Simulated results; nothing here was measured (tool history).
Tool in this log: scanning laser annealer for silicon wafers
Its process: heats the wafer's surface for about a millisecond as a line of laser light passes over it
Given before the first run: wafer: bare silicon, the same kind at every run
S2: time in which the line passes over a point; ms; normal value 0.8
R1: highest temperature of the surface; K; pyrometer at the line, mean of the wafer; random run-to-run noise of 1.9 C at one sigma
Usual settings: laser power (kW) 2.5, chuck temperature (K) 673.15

run 1 hour=0 | laser_power_(kW)=2.5 S2=0.8 chuck_temperature_(K)=673.15 | R1=1410.15
run 2 hour=3.8 | laser_power_(kW)=2.5 S2=0.669 chuck_temperature_(K)=673.15 | R1=1344.15
run 3 hour=12.3 | laser_power_(kW)=2.5 S2=0.669 chuck_temperature_(K)=673.15 | R1=1341.15
run 4 hour=19.3 | laser_power_(kW)=2.5 S2=0.669 chuck_temperature_(K)=673.15 | R1=1342.15
run 5 hour=27.7 | laser_power_(kW)=2.5 S2=0.669 chuck_temperature_(K)=673.15 | R1=1344.15
run 6 hour=32.6 | laser_power_(kW)=2.5 S2=0.669 chuck_temperature_(K)=673.15 | R1=1342.15
run 7 hour=40.9 | laser_power_(kW)=2.5 S2=0.8 chuck_temperature_(K)=673.15 | R1=1410.15
run 8 hour=45.4 | laser_power_(kW)=2.5 S2=0.8 chuck_temperature_(K)=673.15 | R1=1408.15
run 9 hour=53.8 | laser_power_(kW)=2.5 S2=0.8 chuck_temperature_(K)=682.15 | R1=1416.15
run 10 hour=62.7 | laser_power_(kW)=2.5 S2=0.8 chuck_temperature_(K)=705.15 | R1=1443.15
run 11 hour=68.3 | laser_power_(kW)=2.5 S2=0.8 chuck_temperature_(K)=673.15 | R1=1409.15
run 12 hour=76.9 | laser_power_(kW)=2.5 S2=0.773 chuck_temperature_(K)=673.15 | R1=1395.15
run 13 hour=83.7 | laser_power_(kW)=2.5 S2=0.8 chuck_temperature_(K)=701.15 | R1=1435.15
run 14 hour=92.4 | laser_power_(kW)=2.5 S2=0.8 chuck_temperature_(K)=673.15 | R1=1410.15
run 15 hour=96.7 | laser_power_(kW)=2.5 S2=0.8 chuck_temperature_(K)=673.15 | R1=1407.15
run 16 hour=102.4 | laser_power_(kW)=2.5 S2=0.8 chuck_temperature_(K)=673.15 | R1=1410.15
run 17 hour=109.5 | laser_power_(kW)=2.5 S2=0.8 chuck_temperature_(K)=673.15 | R1=1405.15
run 18 hour=117.7 | laser_power_(kW)=2.5 S2=0.8 chuck_temperature_(K)=692.15 | R1=1424.15
run 19 hour=122.8 | laser_power_(kW)=2.5 S2=0.8 chuck_temperature_(K)=692.15 | R1=1423.15
run 20 hour=131.8 | laser_power_(kW)=2.5 S2=0.8 chuck_temperature_(K)=692.15 | R1=1424.15
run 21 hour=139.8 | laser_power_(kW)=2.5 S2=0.8 chuck_temperature_(K)=692.15 | R1=1422.15
run 22 hour=146.7 | laser_power_(kW)=2.5 S2=0.8 chuck_temperature_(K)=692.15 | R1=1425.15
run 23 hour=152.8 | laser_power_(kW)=2.5 S2=0.8 chuck_temperature_(K)=692.15 | R1=1421.15
run 24 hour=158.5 | laser_power_(kW)=2.5 S2=0.579 chuck_temperature_(K)=674.15 | R1=1291.15
run 25 hour=167.2 | laser_power_(kW)=2.5 S2=0.773 chuck_temperature_(K)=679.15 | R1=1394.15
run 26 hour=175 | laser_power_(kW)=2.5 S2=0.773 chuck_temperature_(K)=679.15 | R1=1395.15
run 27 hour=179.1 | laser_power_(kW)=2.5 S2=0.573 chuck_temperature_(K)=663.15 | R1=1276.15
run 28 hour=184.5 | laser_power_(kW)=2.5 S2=0.573 chuck_temperature_(K)=663.15 | R1=1275.15
run 29 hour=189.5 | laser_power_(kW)=2.5 S2=0.573 chuck_temperature_(K)=663.15 | R1=1276.15
run 30 hour=193.8 | laser_power_(kW)=2.209 S2=0.628 chuck_temperature_(K)=713.15 | R1=1258.15
run 31 hour=199.8 | laser_power_(kW)=2.209 S2=0.628 chuck_temperature_(K)=713.15 | R1=1259.15
run 32 hour=205.8 | laser_power_(kW)=2.353 S2=0.573 chuck_temperature_(K)=673.15 | R1=1238.15
run 33 hour=211.5 | laser_power_(kW)=2.5 S2=0.8 chuck_temperature_(K)=633.15 | R1=1365.15
run 34 hour=217.9 | laser_power_(kW)=2.5 S2=0.625 chuck_temperature_(K)=633.15 | R1=1275.15
run 35 hour=226.9 | laser_power_(kW)=2.547 S2=0.768 chuck_temperature_(K)=668.15 | R1=1400.15
run 36 hour=232.3 | laser_power_(kW)=2.174 S2=0.768 chuck_temperature_(K)=668.15 | R1=1259.15
run 37 hour=238.3 | laser_power_(kW)=2.5 S2=0.8 chuck_temperature_(K)=667.15 | R1=1394.15
run 38 hour=246 | laser_power_(kW)=2.5 S2=0.8 chuck_temperature_(K)=667.15 | R1=1395.15
run 39 hour=253 | laser_power_(kW)=2.319 S2=0.734 chuck_temperature_(K)=642.15 | R1=1267.15
run 40 hour=261.6 | laser_power_(kW)=2.586 S2=0.572 chuck_temperature_(K)=673.15 | R1=1310.15
run 41 hour=270.8 | laser_power_(kW)=2.586 S2=0.572 chuck_temperature_(K)=673.15 | R1=1310.15
run 42 hour=279.6 | laser_power_(kW)=2.13 S2=0.644 chuck_temperature_(K)=691.15 | R1=1213.15

Here are 3 independent what-if runs from the current tool condition. What would each one return?
run A hour=288 | laser_power_(kW)=2.709 S2=0.8 chuck_temperature_(K)=646.15 | R1=?
run B hour=288 | laser_power_(kW)=2.145 S2=0.8 chuck_temperature_(K)=645.15 | R1=?
run C hour=288 | laser_power_(kW)=2.147 S2=0.8 chuck_temperature_(K)=639.15 | R1=?

run=A R1=1454.15
run=B R1=1237.15
run=C R1=1233.15
Take away the tool's hidden state, keep each run's random variation, and the runs would have read:
run=A R1=1496.15
run=B R1=1268.15
run=C R1=1264.15

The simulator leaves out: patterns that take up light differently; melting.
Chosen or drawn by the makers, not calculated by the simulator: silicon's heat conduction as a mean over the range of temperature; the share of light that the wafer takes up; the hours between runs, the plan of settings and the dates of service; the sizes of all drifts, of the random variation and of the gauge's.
